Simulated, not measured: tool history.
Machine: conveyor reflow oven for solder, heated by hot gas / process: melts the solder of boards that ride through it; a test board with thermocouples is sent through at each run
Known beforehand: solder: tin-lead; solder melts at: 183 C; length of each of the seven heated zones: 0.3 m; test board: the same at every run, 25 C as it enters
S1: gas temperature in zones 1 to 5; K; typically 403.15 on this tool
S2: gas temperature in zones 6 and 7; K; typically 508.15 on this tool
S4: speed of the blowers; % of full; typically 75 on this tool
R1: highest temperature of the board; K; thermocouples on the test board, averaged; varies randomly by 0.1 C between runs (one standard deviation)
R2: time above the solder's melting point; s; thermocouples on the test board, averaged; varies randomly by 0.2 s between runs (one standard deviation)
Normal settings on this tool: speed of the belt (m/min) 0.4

run 1 day=0 | S1=403.15 S2=508.15 speed_of_the_belt_(m/min)=0.4 S4=75 | R1=494.45 R2=69.4
run 2 day=0.333 | S1=410.15 S2=508.15 speed_of_the_belt_(m/min)=0.4 S4=75 | R1=495.45 R2=72.9
run 3 day=0.638 | S1=410.15 S2=508.15 speed_of_the_belt_(m/min)=0.4 S4=75 | R1=495.35 R2=72.8
run 4 day=0.992 | S1=410.15 S2=508.15 speed_of_the_belt_(m/min)=0.4 S4=75 | R1=495.35 R2=73.3
run 5 day=1.258 | S1=410.15 S2=508.15 speed_of_the_belt_(m/min)=0.4 S4=75 | R1=495.35 R2=72.8
run 6 day=1.808 | S1=403.15 S2=513.15 speed_of_the_belt_(m/min)=0.4 S4=75 | R1=498.85 R2=72.8
run 7 day=2.192 | S1=403.15 S2=513.15 speed_of_the_belt_(m/min)=0.396 S4=75 | R1=499.25 R2=73.7
run 8 day=2.438 | S1=400.15 S2=508.15 speed_of_the_belt_(m/min)=0.4 S4=75 | R1=493.85 R2=68.2
run 9 day=2.779 | S1=400.15 S2=508.15 speed_of_the_belt_(m/min)=0.4 S4=75 | R1=494.05 R2=67.8
run 10 day=3.142 | S1=403.15 S2=508.15 speed_of_the_belt_(m/min)=0.4 S4=69 | R1=493.05 R2=67.8
run 11 day=3.388 | S1=394.15 S2=512.15 speed_of_the_belt_(m/min)=0.384 S4=82 | R1=499.55 R2=74
-- day=3.629 flux residue cleaned out of gas plates and filters
run 12 day=4.008 | S1=403.15 S2=513.15 speed_of_the_belt_(m/min)=0.355 S4=71 | R1=501.15 R2=84.4
run 13 day=4.288 | S1=403.15 S2=508.15 speed_of_the_belt_(m/min)=0.395 S4=72 | R1=493.85 R2=69.6
run 14 day=4.8 | S1=403.15 S2=508.15 speed_of_the_belt_(m/min)=0.395 S4=72 | R1=493.85 R2=69.8
run 15 day=5.371 | S1=403.15 S2=514.15 speed_of_the_belt_(m/min)=0.4 S4=57 | R1=494.85 R2=68.7
run 16 day=5.733 | S1=403.15 S2=514.15 speed_of_the_belt_(m/min)=0.4 S4=57 | R1=495.15 R2=69.2
run 17 day=6.3 | S1=415.15 S2=512.15 speed_of_the_belt_(m/min)=0.414 S4=51 | R1=492.35 R2=68.8
run 18 day=6.867 | S1=391.15 S2=512.15 speed_of_the_belt_(m/min)=0.389 S4=57 | R1=491.85 R2=64.8
-- day=7.129 flux residue cleaned out of gas plates and filters, once more
run 19 day=7.371 | S1=403.15 S2=501.15 speed_of_the_belt_(m/min)=0.4 S4=88 | R1=491.35 R2=68.6
run 20 day=7.671 | S1=403.15 S2=501.15 speed_of_the_belt_(m/min)=0.4 S4=88 | R1=491.55 R2=68.2

Predict each of these 3 candidate next runs independently; none follows another, all start after run 20:
run A day=8.079 | S1=403.15 S2=500.15 speed_of_the_belt_(m/min)=0.421 S4=90 | R1=? R2=?
run B day=8.079 | S1=403.15 S2=508.15 speed_of_the_belt_(m/min)=0.4 S4=61 | R1=? R2=?
run C day=8.079 | S1=403.15 S2=504.15 speed_of_the_belt_(m/min)=0.4 S4=75 | R1=? R2=?

run=A R1=489.85 R2=63.2
run=B R1=492.55 R2=67.9
run=C R1=492.05 R2=68
What these runs would have given with no unlogged condition in the tool:
run=A R1=489.35 R2=61.9
run=B R1=491.95 R2=66.4
run=C R1=491.55 R2=66.6
